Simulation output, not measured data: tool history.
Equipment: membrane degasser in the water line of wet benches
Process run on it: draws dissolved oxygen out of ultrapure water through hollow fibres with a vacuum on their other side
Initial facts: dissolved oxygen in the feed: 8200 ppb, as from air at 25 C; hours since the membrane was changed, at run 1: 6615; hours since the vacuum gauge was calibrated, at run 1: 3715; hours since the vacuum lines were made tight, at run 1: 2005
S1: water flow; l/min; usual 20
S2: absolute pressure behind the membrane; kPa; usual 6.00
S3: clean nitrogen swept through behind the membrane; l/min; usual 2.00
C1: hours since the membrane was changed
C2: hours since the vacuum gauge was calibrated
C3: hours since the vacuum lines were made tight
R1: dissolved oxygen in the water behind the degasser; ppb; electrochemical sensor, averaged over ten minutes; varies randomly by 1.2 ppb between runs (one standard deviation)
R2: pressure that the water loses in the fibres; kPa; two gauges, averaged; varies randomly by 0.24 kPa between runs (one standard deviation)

{"run": 1, "day": 0.0, "S1": 20, "S2": 6.0, "S3": 2.0, "C1": 6615, "C2": 3715, "C3": 2005, "R1": 118.0, "R2": 61.0}
{"run": 2, "day": 6.342, "S1": 22, "S2": 6.0, "S3": 2.0, "C1": 6767, "C2": 3867, "C3": 2157, "R1": 145.1, "R2": 67.02}
{"run": 3, "day": 11.45, "S1": 22, "S2": 6.0, "S3": 2.0, "C1": 6890, "C2": 3990, "C3": 2280, "R1": 145.4, "R2": 67.44}
{"day": 15.829, "done": "vacuum gauge calibrated"}
{"run": 4, "day": 16.321, "S1": 15, "S2": 6.0, "S3": 2.0, "C1": 7006, "C2": 12, "C3": 2396, "R1": 65.5, "R2": 45.91}
{"run": 5, "day": 23.117, "S1": 15, "S2": 6.0, "S3": 2.0, "C1": 7169, "C2": 175, "C3": 2559, "R1": 64.7, "R2": 45.78}
{"run": 6, "day": 27.504, "S1": 15, "S2": 6.0, "S3": 2.0, "C1": 7274, "C2": 280, "C3": 2664, "R1": 66.3, "R2": 45.33}
{"run": 7, "day": 35.4, "S1": 15, "S2": 12.72, "S3": 2.0, "C1": 7464, "C2": 470, "C3": 2854, "R1": 186.2, "R2": 45.85}
{"run": 8, "day": 39.546, "S1": 15, "S2": 12.72, "S3": 2.0, "C1": 7563, "C2": 569, "C3": 2953, "R1": 181.6, "R2": 45.97}
{"run": 9, "day": 44.6, "S1": 15, "S2": 12.72, "S3": 2.0, "C1": 7685, "C2": 691, "C3": 3075, "R1": 183.8, "R2": 45.53}
{"run": 10, "day": 48.438, "S1": 15, "S2": 6.0, "S3": 2.0, "C1": 7777, "C2": 783, "C3": 3167, "R1": 65.5, "R2": 45.57}
{"run": 11, "day": 52.096, "S1": 15, "S2": 6.0, "S3": 2.0, "C1": 7865, "C2": 870, "C3": 3255, "R1": 66.8, "R2": 45.41}
{"run": 12, "day": 57.412, "S1": 15, "S2": 6.0, "S3": 2.0, "C1": 7992, "C2": 998, "C3": 3382, "R1": 66.3, "R2": 45.47}
{"run": 13, "day": 63.688, "S1": 20, "S2": 9.91, "S3": 2.0, "C1": 8143, "C2": 1149, "C3": 3533, "R1": 205.0, "R2": 60.59}
{"run": 14, "day": 67.0, "S1": 20, "S2": 9.91, "S3": 2.0, "C1": 8222, "C2": 1228, "C3": 3612, "R1": 205.4, "R2": 60.05}
{"run": 15, "day": 74.346, "S1": 20, "S2": 9.91, "S3": 2.0, "C1": 8399, "C2": 1404, "C3": 3788, "R1": 207.8, "R2": 60.8}
{"run": 16, "day": 78.488, "S1": 20, "S2": 9.91, "S3": 2.0, "C1": 8498, "C2": 1504, "C3": 3888, "R1": 205.6, "R2": 60.47}
{"run": 17, "day": 86.492, "S1": 20, "S2": 9.91, "S3": 2.0, "C1": 8690, "C2": 1696, "C3": 4080, "R1": 210.3, "R2": 59.76}
{"run": 18, "day": 91.017, "S1": 18, "S2": 7.52, "S3": 1.67, "C1": 8799, "C2": 1804, "C3": 4189, "R1": 143.7, "R2": 54.3}
{"run": 19, "day": 95.633, "S1": 29, "S2": 6.0, "S3": 4.51, "C1": 8910, "C2": 1915, "C3": 4299, "R1": 219.0, "R2": 87.14}
{"run": 20, "day": 100.692, "S1": 15, "S2": 11.37, "S3": 2.87, "C1": 9031, "C2": 2037, "C3": 4421, "R1": 120.4, "R2": 45.39}
{"run": 21, "day": 105.95, "S1": 15, "S2": 9.02, "S3": 2.63, "C1": 9157, "C2": 2163, "C3": 4547, "R1": 96.3, "R2": 45.28}
{"run": 22, "day": 109.188, "S1": 20, "S2": 5.25, "S3": 1.02, "C1": 9235, "C2": 2241, "C3": 4625, "R1": 140.8, "R2": 60.22}
{"run": 23, "day": 116.712, "S1": 20, "S2": 5.25, "S3": 1.02, "C1": 9415, "C2": 2421, "C3": 4805, "R1": 142.1, "R2": 59.9}
{"run": 24, "day": 120.171, "S1": 24, "S2": 9.42, "S3": 1.02, "C1": 9498, "C2": 2504, "C3": 4888, "R1": 403.3, "R2": 71.77}
{"run": 25, "day": 124.071, "S1": 21, "S2": 9.42, "S3": 1.02, "C1": 9592, "C2": 2598, "C3": 4982, "R1": 339.2, "R2": 63.0}
{"run": 26, "day": 129.608, "S1": 29, "S2": 4.92, "S3": 1.69, "C1": 9725, "C2": 2731, "C3": 5115, "R1": 241.1, "R2": 86.97}
{"run": 27, "day": 136.296, "S1": 29, "S2": 4.92, "S3": 1.69, "C1": 9885, "C2": 2891, "C3": 5275, "R1": 242.0, "R2": 87.43}
{"run": 28, "day": 140.625, "S1": 24, "S2": 11.26, "S3": 2.25, "C1": 9989, "C2": 2995, "C3": 5379, "R1": 299.1, "R2": 72.28}
{"run": 29, "day": 147.862, "S1": 24, "S2": 11.26, "S3": 2.25, "C1": 10163, "C2": 3169, "C3": 5553, "R1": 286.9, "R2": 72.08}
{"run": 30, "day": 151.408, "S1": 15, "S2": 10.86, "S3": 0.81, "C1": 10248, "C2": 3254, "C3": 5638, "R1": 322.5, "R2": 44.98}
{"run": 31, "day": 158.804, "S1": 20, "S2": 10.17, "S3": 2.31, "C1": 10426, "C2": 3431, "C3": 5815, "R1": 193.8, "R2": 59.97}
{"run": 32, "day": 165.596, "S1": 18, "S2": 13.13, "S3": 2.9, "C1": 10589, "C2": 3594, "C3": 5978, "R1": 178.5, "R2": 53.74}

What if the next run were any one of these 3? Each begins from the tool's condition after run 32:
{"run": "A", "day": 169.95, "S1": 28, "S2": 6.14, "S3": 2.08, "C1": 10693, "C2": 3699, "C3": 6083, "R1": "?", "R2": "?"}
{"run": "B", "day": 169.95, "S1": 20, "S2": 13.13, "S3": 1.9, "C1": 10693, "C2": 3699, "C3": 6083, "R1": "?", "R2": "?"}
{"run": "C", "day": 169.95, "S1": 18, "S2": 13.13, "S3": 0.81, "C1": 10693, "C2": 3699, "C3": 6083, "R1": "?", "R2": "?"}

run=A R1=245.9 R2=83.99
run=B R1=292.4 R2=59.61
run=C R1=494.4 R2=53.91
The same runs, with their run-to-run variation unchanged, on a tool lacking any hidden condition would have given:
run=A R1=245.1 R2=85.90
run=B R1=292.0 R2=60.97
run=C R1=494.0 R2=55.14
